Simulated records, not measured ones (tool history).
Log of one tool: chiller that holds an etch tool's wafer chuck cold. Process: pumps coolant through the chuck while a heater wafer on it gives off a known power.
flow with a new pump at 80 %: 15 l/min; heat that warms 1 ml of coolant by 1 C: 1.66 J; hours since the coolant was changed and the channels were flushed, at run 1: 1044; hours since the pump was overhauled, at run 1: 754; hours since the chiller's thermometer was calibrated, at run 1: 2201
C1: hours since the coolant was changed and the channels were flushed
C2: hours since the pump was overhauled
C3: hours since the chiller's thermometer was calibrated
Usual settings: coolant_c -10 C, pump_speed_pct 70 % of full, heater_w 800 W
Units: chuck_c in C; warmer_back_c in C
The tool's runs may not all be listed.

run 1 hour=0.0 | coolant_c=-10 pump_speed_pct=70 heater_w=800 | C1=1044 C2=754 C3=2201 | chuck_c=-2.5 warmer_back_c=2.34
run 2 hour=153.3 | coolant_c=-14 pump_speed_pct=70 heater_w=800 | C1=1197 C2=908 C3=2354 | chuck_c=-6.5 warmer_back_c=2.28
run 3 hour=333.8 | coolant_c=-10 pump_speed_pct=70 heater_w=800 | C1=1377 C2=1088 C3=2535 | chuck_c=-2.6 warmer_back_c=2.31
run 4 hour=427.7 | coolant_c=0 pump_speed_pct=70 heater_w=800 | C1=1471 C2=1182 C3=2629 | chuck_c=7.5 warmer_back_c=2.25
run 5 hour=528.7 | coolant_c=0 pump_speed_pct=70 heater_w=800 | C1=1572 C2=1283 C3=2730 | chuck_c=7.6 warmer_back_c=2.26
run 6 hour=683.8 | coolant_c=0 pump_speed_pct=70 heater_w=800 | C1=1727 C2=1438 C3=2885 | chuck_c=7.7 warmer_back_c=2.29
run 7 hour=790.1 | coolant_c=-7 pump_speed_pct=84 heater_w=613 | C1=1834 C2=1544 C3=2991 | chuck_c=-1.6 warmer_back_c=1.46
run 8 hour=971.0 | coolant_c=-10 pump_speed_pct=67 heater_w=467 | C1=2015 C2=1725 C3=3172 | chuck_c=-5.0 warmer_back_c=1.47
run 9 hour=1136.1 | coolant_c=-10 pump_speed_pct=82 heater_w=1070 | C1=2180 C2=1890 C3=3337 | chuck_c=-0.6 warmer_back_c=2.63
-- hour=1263.9 chiller's thermometer calibrated
run 10 hour=1268.4 | coolant_c=-7 pump_speed_pct=96 heater_w=838 | C1=2311 C2=2022 C3=5 | chuck_c=-0.7 warmer_back_c=1.72
run 11 hour=1422.8 | coolant_c=-5 pump_speed_pct=61 heater_w=683 | C1=2465 C2=2176 C3=159 | chuck_c=1.9 warmer_back_c=2.35
run 12 hour=1633.7 | coolant_c=-5 pump_speed_pct=80 heater_w=683 | C1=2676 C2=2387 C3=370 | chuck_c=0.9 warmer_back_c=1.71

The same runs without the tool's hidden state, with the same run-to-run variation:
The hidden state here: heat passed by the chuck's channels, % of clean ones'; flow at a given pump speed, % of a new pump's; coolant's true temperature over the reading, C; drift of the gauge itself on chuck_c, C; drift of the gauge itself on warmer_back_c, C.
run=1 chuck_c=-3.3 warmer_back_c=2.28
run=2 chuck_c=-7.4 warmer_back_c=2.22
run=3 chuck_c=-3.6 warmer_back_c=2.23
run=4 chuck_c=6.4 warmer_back_c=2.17
run=5 chuck_c=6.5 warmer_back_c=2.17
run=6 chuck_c=6.5 warmer_back_c=2.20
run=7 chuck_c=-2.6 warmer_back_c=1.40
run=8 chuck_c=-6.1 warmer_back_c=1.40
run=9 chuck_c=-2.1 warmer_back_c=2.50
run=10 chuck_c=-1.4 warmer_back_c=1.62
run=11 chuck_c=1.1 warmer_back_c=2.22
run=12 chuck_c=0.1 warmer_back_c=1.60
